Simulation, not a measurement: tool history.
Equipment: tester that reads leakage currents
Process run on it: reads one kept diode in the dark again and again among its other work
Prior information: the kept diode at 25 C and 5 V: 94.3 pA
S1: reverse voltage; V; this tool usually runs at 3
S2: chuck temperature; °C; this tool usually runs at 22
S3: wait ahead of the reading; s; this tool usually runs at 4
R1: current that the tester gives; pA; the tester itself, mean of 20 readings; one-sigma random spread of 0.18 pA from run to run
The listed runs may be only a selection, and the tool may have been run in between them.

{"run": 1, "hour": 0.0, "S1": 3, "S2": 22, "S3": 4, "R1": 58.14}
{"run": 2, "hour": 23.4, "S1": 3, "S2": 22, "S3": 0.49, "R1": 58.89}
{"run": 3, "hour": 47.8, "S1": 3, "S2": 22, "S3": 0.86, "R1": 58.79}
{"run": 4, "hour": 79.3, "S1": 2.2, "S2": 22, "S3": 4, "R1": 51.16}
{"run": 5, "hour": 94.2, "S1": 3, "S2": 22, "S3": 3.22, "R1": 58.12}
{"run": 6, "hour": 114.3, "S1": 3, "S2": 22, "S3": 3.22, "R1": 58.72}
{"run": 7, "hour": 139.6, "S1": 3, "S2": 22, "S3": 4, "R1": 58.58}
{"run": 8, "hour": 168.3, "S1": 3, "S2": 22, "S3": 4, "R1": 58.12}
{"run": 9, "hour": 199.2, "S1": 3, "S2": 22, "S3": 4, "R1": 58.85}
{"run": 10, "hour": 230.0, "S1": 3, "S2": 24, "S3": 4, "R1": 69.29}
{"run": 11, "hour": 263.4, "S1": 3, "S2": 24, "S3": 4, "R1": 68.85}
{"run": 12, "hour": 280.9, "S1": 3, "S2": 24, "S3": 0.67, "R1": 69.65}
{"run": 13, "hour": 297.8, "S1": 3, "S2": 60, "S3": 4, "R1": 1080.4}
{"run": 14, "hour": 321.7, "S1": 3, "S2": 60, "S3": 4, "R1": 1079.82}
{"run": 15, "hour": 349.2, "S1": 3, "S2": 60, "S3": 3.15, "R1": 1077.05}
{"run": 16, "hour": 379.6, "S1": 3, "S2": 60, "S3": 3.15, "R1": 1077.86}
{"run": 17, "hour": 403.2, "S1": 3, "S2": 22, "S3": 4, "R1": 58.36}
{"run": 18, "hour": 419.3, "S1": 1.04, "S2": 52, "S3": 0.58, "R1": 387.59}
{"run": 19, "hour": 434.5, "S1": 1.04, "S2": 52, "S3": 0.58, "R1": 387.14}
{"hour": 451.8, "done": "probe card cleaned and baked"}
{"run": 20, "hour": 452.1, "S1": 1.15, "S2": 22, "S3": 1.38, "R1": 38.18}
{"run": 21, "hour": 474.6, "S1": 3.78, "S2": 27, "S3": 7.5, "R1": 98.6}
{"run": 22, "hour": 488.8, "S1": 3.78, "S2": 27, "S3": 7.5, "R1": 99.07}
{"run": 23, "hour": 522.2, "S1": 18.33, "S2": 52, "S3": 4, "R1": 1360.27}
{"run": 24, "hour": 537.9, "S1": 3, "S2": 20, "S3": 5.46, "R1": 49.09}
{"run": 25, "hour": 570.5, "S1": 3, "S2": 20, "S3": 5.46, "R1": 49.05}
{"run": 26, "hour": 586.1, "S1": 3, "S2": 20, "S3": 1.09, "R1": 49.43}
{"run": 27, "hour": 600.7, "S1": 3, "S2": 24, "S3": 1.09, "R1": 69.79}
{"hour": 612.8, "done": "chuck's temperature calibrated"}
{"run": 28, "hour": 619.4, "S1": 3, "S2": 24, "S3": 1.09, "R1": 69.82}
{"run": 29, "hour": 634.3, "S1": 4.28, "S2": 43, "S3": 0.35, "R1": 370.76}
{"run": 30, "hour": 659.0, "S1": 4.28, "S2": 43, "S3": 0.35, "R1": 374.27}
{"run": 31, "hour": 677.9, "S1": 4.28, "S2": 43, "S3": 0.35, "R1": 372.58}
{"run": 32, "hour": 692.1, "S1": 4.28, "S2": 43, "S3": 0.35, "R1": 372.92}
{"run": 33, "hour": 709.6, "S1": 1.74, "S2": 39, "S3": 0.35, "R1": 184.88}
{"run": 34, "hour": 742.8, "S1": 2.14, "S2": 27, "S3": 8.73, "R1": 76.51}

Each row is a separate what-if for the run after 34, all from the same tool condition, not one after another. Results?
{"run": "A", "hour": 760.4, "S1": 18.28, "S2": 27, "S3": 0.33, "R1": "?"}
{"run": "B", "hour": 760.4, "S1": 7.94, "S2": 27, "S3": 8.73, "R1": "?"}
{"run": "C", "hour": 760.4, "S1": 1.55, "S2": 44, "S3": 8.73, "R1": "?"}
{"run": "D", "hour": 760.4, "S1": 3, "S2": 27, "S3": 4, "R1": "?"}
{"run": "E", "hour": 760.4, "S1": 1.01, "S2": 26, "S3": 0.92, "R1": "?"}

run=A R1=202.43
run=B R1=137.64
run=C R1=257.95
run=D R1=89.49
run=E R1=51.3
The same runs, with their run-to-run variation unchanged, on a tool lacking any hidden condition would have given:
run=A R1=202.43
run=B R1=137.64
run=C R1=257.96
run=D R1=89.49
run=E R1=51.3
